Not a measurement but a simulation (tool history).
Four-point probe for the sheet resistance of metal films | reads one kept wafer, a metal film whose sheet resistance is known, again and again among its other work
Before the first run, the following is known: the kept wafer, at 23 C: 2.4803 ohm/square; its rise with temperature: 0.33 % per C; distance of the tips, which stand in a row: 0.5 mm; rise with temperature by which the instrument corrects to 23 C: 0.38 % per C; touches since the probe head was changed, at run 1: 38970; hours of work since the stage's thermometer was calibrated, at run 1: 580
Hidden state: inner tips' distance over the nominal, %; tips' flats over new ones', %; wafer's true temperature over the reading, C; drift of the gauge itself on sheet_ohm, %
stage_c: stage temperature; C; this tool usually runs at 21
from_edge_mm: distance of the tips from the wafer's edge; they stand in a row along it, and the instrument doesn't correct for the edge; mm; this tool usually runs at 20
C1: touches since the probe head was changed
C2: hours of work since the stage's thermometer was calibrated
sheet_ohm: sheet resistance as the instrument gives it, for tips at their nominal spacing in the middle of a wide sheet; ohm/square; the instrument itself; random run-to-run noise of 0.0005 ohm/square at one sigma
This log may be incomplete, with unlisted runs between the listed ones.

Run 1, hour 0: usual settings; C1 38970; C2 580. Result: sheet_ohm 2.485962 ohm/square.
Run 2, hour 57.8: usual settings; C1 40304; C2 606. Result: sheet_ohm 2.485548 ohm/square.
Run 3, hour 92.7: usual settings but from_edge_mm 5 mm; C1 41109; C2 621. Result: sheet_ohm 2.498468 ohm/square.
Run 4, hour 130.1: usual settings but from_edge_mm 5 mm; C1 41971; C2 638. Result: sheet_ohm 2.498757 ohm/square.
Run 5, hour 167.1: usual settings but from_edge_mm 5 mm; C1 42826; C2 654. Result: sheet_ohm 2.498146 ohm/square.
Run 6, hour 220.5: usual settings; C1 44057; C2 678. Result: sheet_ohm 2.4863 ohm/square.
Run 7, hour 273.8: usual settings; C1 45285; C2 702. Result: sheet_ohm 2.486128 ohm/square.
Run 8, hour 302: usual settings but stage_c 30 C; C1 45937; C2 714. Result: sheet_ohm 2.475741 ohm/square.
Run 9, hour 357.2: usual settings but from_edge_mm 5 mm; C1 47210; C2 739. Result: sheet_ohm 2.498964 ohm/square.
Run 10, hour 384: usual settings but from_edge_mm 5 mm; C1 47828; C2 751. Result: sheet_ohm 2.500262 ohm/square.
Run 11, hour 419.6: usual settings but from_edge_mm 5 mm; C1 48651; C2 766. Result: sheet_ohm 2.499804 ohm/square.
Run 12, hour 467.8: usual settings; C1 49762; C2 788. Result: sheet_ohm 2.488033 ohm/square.
At hour 473.3: stage's thermometer calibrated.
Run 13, hour 518.8: usual settings; C1 50928; C2 20. Result: sheet_ohm 2.488727 ohm/square.
Run 14, hour 579.3: usual settings; C1 52324; C2 47. Result: sheet_ohm 2.488715 ohm/square.
Run 15, hour 639.9: usual settings; C1 53721; C2 74. Result: sheet_ohm 2.487995 ohm/square.
Run 16, hour 690.4: usual settings but from_edge_mm 12 mm; C1 54886; C2 96. Result: sheet_ohm 2.490135 ohm/square.
Run 17, hour 733.4: usual settings but from_edge_mm 12 mm; C1 55879; C2 116. Result: sheet_ohm 2.490418 ohm/square.
Run 18, hour 784.9: usual settings but from_edge_mm 12 mm; C1 57066; C2 138. Result: sheet_ohm 2.490612 ohm/square.
At hour 817.9: stage's thermometer calibrated, once more.
Run 19, hour 842.5: usual settings; C1 58383; C2 11. Result: sheet_ohm 2.486755 ohm/square.
Run 20, hour 887.3: usual settings; C1 59417; C2 31. Result: sheet_ohm 2.48646 ohm/square.
Run 21, hour 929.7: usual settings; C1 60395; C2 50. Result: sheet_ohm 2.487342 ohm/square.
Run 22, hour 966.8: usual settings; C1 61250; C2 66. Result: sheet_ohm 2.486492 ohm/square.
Run 23, hour 1008.8: usual settings; C1 62220; C2 85. Result: sheet_ohm 2.486472 ohm/square.
Run 24, hour 1057.2: usual settings but stage_c 31 C, from_edge_mm 22 mm; C1 63336; C2 106. Result: sheet_ohm 2.475034 ohm/square.
Run 25, hour 1093.5: usual settings but stage_c 32 C, from_edge_mm 55 mm; C1 64174; C2 122. Result: sheet_ohm 2.474347 ohm/square.
Run 26, hour 1143.9: usual settings but stage_c 32 C, from_edge_mm 3 mm; C1 65336; C2 145. Result: sheet_ohm 2.511974 ohm/square.
Run 27, hour 1184.7: usual settings but stage_c 32 C, from_edge_mm 15 mm; C1 66278; C2 163. Result: sheet_ohm 2.475917 ohm/square.
Run 28, hour 1227.1: usual settings but stage_c 27 C, from_edge_mm 4 mm; C1 67256; C2 182. Result: sheet_ohm 2.500968 ohm/square.
Run 29, hour 1272.8: usual settings but stage_c 24 C, from_edge_mm 41 mm; C1 68310; C2 202. Result: sheet_ohm 2.484745 ohm/square.
Run 30, hour 1309.9: usual settings but stage_c 32 C, from_edge_mm 18 mm; C1 69167; C2 219. Result: sheet_ohm 2.476319 ohm/square.
Run 31, hour 1362.9: usual settings but stage_c 32 C, from_edge_mm 18 mm; C1 70389; C2 242. Result: sheet_ohm 2.476887 ohm/square.
Run 32, hour 1406.4: usual settings but stage_c 31 C, from_edge_mm 54 mm; C1 71392; C2 261. Result: sheet_ohm 2.477652 ohm/square.
Run 33, hour 1437.8: usual settings but from_edge_mm 73 mm; C1 72116; C2 275. Result: sheet_ohm 2.48846 ohm/square.
Run 34, hour 1498.1: usual settings but stage_c 24 C, from_edge_mm 6 mm; C1 73508; C2 302. Result: sheet_ohm 2.494039 ohm/square.
Run 35, hour 1553.6: usual settings but from_edge_mm 71 mm; C1 74788; C2 327. Result: sheet_ohm 2.489707 ohm/square.
Run 36, hour 1579.3: usual settings but stage_c 20 C, from_edge_mm 4 mm; C1 75382; C2 338. Result: sheet_ohm 2.511722 ohm/square.
Run 37, hour 1634.1: usual settings but stage_c 20 C, from_edge_mm 4 mm; C1 76645; C2 362. Result: sheet_ohm 2.511345 ohm/square.
Run 38, hour 1692.7: usual settings but stage_c 28 C, from_edge_mm 4 mm; C1 77998; C2 389. Result: sheet_ohm 2.501946 ohm/square.
Run 39, hour 1743.7: usual settings but stage_c 35 C; C1 79174; C2 411. Result: sheet_ohm 2.47494 ohm/square.

Run 40 is up next; what results do you expect?
Run 40, hour 1774.5: usual settings but stage_c 23 C, from_edge_mm 18 mm; C1 79885; C2 425. Result: sheet_ohm ?.

Run 40 gave sheet_ohm 2.488008 ohm/square.
Take away the tool's hidden state, keep the run-to-run variation as it was, and the same run would have given sheet_ohm 2.480458 ohm/square.
